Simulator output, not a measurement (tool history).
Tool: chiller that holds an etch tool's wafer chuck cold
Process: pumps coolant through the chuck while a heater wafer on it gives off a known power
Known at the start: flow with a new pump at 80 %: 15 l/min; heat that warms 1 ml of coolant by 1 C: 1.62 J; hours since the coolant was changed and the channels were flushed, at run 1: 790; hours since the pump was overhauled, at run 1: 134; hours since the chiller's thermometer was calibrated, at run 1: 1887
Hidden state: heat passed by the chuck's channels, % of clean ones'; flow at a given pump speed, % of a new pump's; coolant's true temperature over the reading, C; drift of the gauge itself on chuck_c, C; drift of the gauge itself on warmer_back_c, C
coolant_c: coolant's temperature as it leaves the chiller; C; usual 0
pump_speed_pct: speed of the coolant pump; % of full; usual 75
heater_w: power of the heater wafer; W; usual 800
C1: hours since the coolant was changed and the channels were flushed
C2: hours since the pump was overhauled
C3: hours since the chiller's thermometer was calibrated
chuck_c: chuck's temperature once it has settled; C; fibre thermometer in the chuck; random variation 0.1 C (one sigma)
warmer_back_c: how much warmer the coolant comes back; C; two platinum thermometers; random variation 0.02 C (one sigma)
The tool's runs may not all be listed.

Run 1, hour 0.0: usual settings; C1 790; C2 134; C3 1887. Result: chuck_c 9.9 C, warmer_back_c 2.10 C.
Run 2, hour 52.1: usual settings; C1 842; C2 186; C3 1939. Result: chuck_c 10.0 C, warmer_back_c 2.08 C.
Run 3, hour 81.2: usual settings; C1 872; C2 215; C3 1969. Result: chuck_c 9.7 C, warmer_back_c 2.08 C.
Run 4, hour 121.8: usual settings but heater_w 481 W; C1 912; C2 255; C3 2009. Result: chuck_c 5.9 C, warmer_back_c 1.26 C.
At hour 128.4: chiller's thermometer calibrated.
Run 5, hour 169.5: usual settings but heater_w 481 W; C1 959; C2 302; C3 41. Result: chuck_c 6.0 C, warmer_back_c 1.28 C.
Run 6, hour 216.6: usual settings but heater_w 481 W; C1 1006; C2 349; C3 88. Result: chuck_c 6.2 C, warmer_back_c 1.25 C.
Run 7, hour 256.6: usual settings but heater_w 481 W; C1 1046; C2 389; C3 128. Result: chuck_c 6.3 C, warmer_back_c 1.28 C.
Run 8, hour 299.7: usual settings but heater_w 481 W; C1 1089; C2 432; C3 171. Result: chuck_c 6.3 C, warmer_back_c 1.30 C.
Run 9, hour 325.2: usual settings but heater_w 672 W; C1 1115; C2 458; C3 197. Result: chuck_c 8.6 C, warmer_back_c 1.77 C.
Run 10, hour 370.3: usual settings; C1 1160; C2 503; C3 242. Result: chuck_c 10.3 C, warmer_back_c 2.13 C.
Run 11, hour 397.0: usual settings; C1 1186; C2 530; C3 269. Result: chuck_c 10.2 C, warmer_back_c 2.14 C.
Run 12, hour 432.9: usual settings but coolant_c 1 C; C1 1222; C2 565; C3 305. Result: chuck_c 11.1 C, warmer_back_c 2.17 C.
Run 13, hour 464.9: usual settings but coolant_c -7 C, pump_speed_pct 89 % of full, heater_w 578 W; C1 1254; C2 597; C3 337. Result: chuck_c -0.7 C, warmer_back_c 1.29 C.
Run 14, hour 497.5: usual settings but coolant_c 1 C, pump_speed_pct 71 % of full, heater_w 434 W; C1 1287; C2 630; C3 369. Result: chuck_c 6.9 C, warmer_back_c 1.20 C.
Run 15, hour 545.7: usual settings but heater_w 686 W; C1 1335; C2 678; C3 417. Result: chuck_c 8.7 C, warmer_back_c 1.80 C.
Run 16, hour 575.9: usual settings but heater_w 686 W; C1 1365; C2 708; C3 448. Result: chuck_c 8.8 C, warmer_back_c 1.82 C.
Run 17, hour 607.0: usual settings but pump_speed_pct 66 % of full, heater_w 416 W; C1 1396; C2 740; C3 479. Result: chuck_c 6.0 C, warmer_back_c 1.27 C.
Run 18, hour 651.3: usual settings but pump_speed_pct 80 % of full, heater_w 416 W; C1 1441; C2 784; C3 523. Result: chuck_c 4.9 C, warmer_back_c 1.03 C.
Run 19, hour 688.1: usual settings but coolant_c -9 C, heater_w 741 W; C1 1478; C2 821; C3 560. Result: chuck_c 0.3 C, warmer_back_c 1.95 C.
Run 20, hour 749.7: usual settings but coolant_c 2 C, pump_speed_pct 79 % of full, heater_w 591 W; C1 1539; C2 882; C3 621. Result: chuck_c 9.2 C, warmer_back_c 1.49 C.
Run 21, hour 779.1: usual settings but coolant_c 2 C, pump_speed_pct 61 % of full, heater_w 544 W; C1 1568; C2 912; C3 651. Result: chuck_c 10.4 C, warmer_back_c 1.79 C.
Run 22, hour 812.4: usual settings but coolant_c -5 C, pump_speed_pct 61 % of full, heater_w 517 W; C1 1602; C2 945; C3 684. Result: chuck_c 2.9 C, warmer_back_c 1.68 C.
Run 23, hour 863.6: usual settings but coolant_c -5 C, pump_speed_pct 61 % of full, heater_w 517 W; C1 1653; C2 996; C3 735. Result: chuck_c 2.7 C, warmer_back_c 1.68 C.

Forecast each of these 4 alternatives for the next run:
Run A, hour 900.6: usual settings but coolant_c -7 C, pump_speed_pct 93 % of full; C1 1690; C2 1033; C3 772. Result: chuck_c ?, warmer_back_c ?.
Run B, hour 900.6: usual settings but coolant_c -5 C, pump_speed_pct 92 % of full, heater_w 487 W; C1 1690; C2 1033; C3 772. Result: chuck_c ?, warmer_back_c ?.
Run C, hour 900.6: usual settings but coolant_c -7 C, heater_w 479 W; C1 1690; C2 1033; C3 772. Result: chuck_c ?, warmer_back_c ?.
Run D, hour 900.6: usual settings but coolant_c -3 C, pump_speed_pct 61 % of full, heater_w 831 W; C1 1690; C2 1033; C3 772. Result: chuck_c ?, warmer_back_c ?.

run  chuck_c  warmer_back_c
  A      1.5           1.73
  B      0.1           1.04
  C     -0.9           1.27
  D      9.8           2.70
Without the tool's hidden state the same runs would have given:
run  chuck_c  warmer_back_c
  A      1.4           1.70
  B      0.1           1.02
  C     -0.9           1.25
  D      9.5           2.66
